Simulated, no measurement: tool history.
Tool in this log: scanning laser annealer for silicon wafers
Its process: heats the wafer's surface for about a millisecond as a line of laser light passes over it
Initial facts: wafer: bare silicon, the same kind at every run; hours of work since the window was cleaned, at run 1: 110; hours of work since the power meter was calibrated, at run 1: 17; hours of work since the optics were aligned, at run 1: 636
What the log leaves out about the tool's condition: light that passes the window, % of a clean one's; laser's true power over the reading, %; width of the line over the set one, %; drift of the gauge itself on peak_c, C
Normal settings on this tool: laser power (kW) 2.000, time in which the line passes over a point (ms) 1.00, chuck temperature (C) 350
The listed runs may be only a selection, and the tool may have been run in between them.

run,hour,laser power (kW),time in which the line passes over a point (ms),chuck temperature (C),hours of work since the window was cleaned,hours of work since the power meter was calibrated,hours of work since the optics were aligned,highest temperature of the surface (C)
1,0.0,2.000,1.00,350,110,17,636,1116
2,47.5,2.000,1.00,350,140,47,666,1110
3,100.7,2.000,1.00,350,174,81,699,1112
4,140.9,2.000,1.00,350,199,106,725,1109
5,196.1,2.000,1.00,350,234,141,759,1110
6,247.9,2.000,1.00,350,267,174,792,1107
7,288.1,2.000,1.00,350,292,199,818,1107
8,329.8,1.747,1.00,350,319,225,844,1013
9,372.2,2.043,1.00,350,345,252,871,1116
10,400.6,1.827,0.79,373,363,270,889,986
11,433.3,2.000,1.00,329,384,291,909,1078
12,460.4,1.944,1.07,341,401,308,927,1097
13,501.2,2.131,1.07,350,427,334,952,1172
14,546.0,2.066,0.82,350,455,362,981,1049

Results per run with the tool's hidden condition removed, run-to-run variation unchanged:
run,highest temperature of the surface (C)
1,1128
2,1124
3,1127
4,1125
5,1128
6,1126
7,1127
8,1031
9,1139
10,1005
11,1102
12,1122
13,1200
14,1075
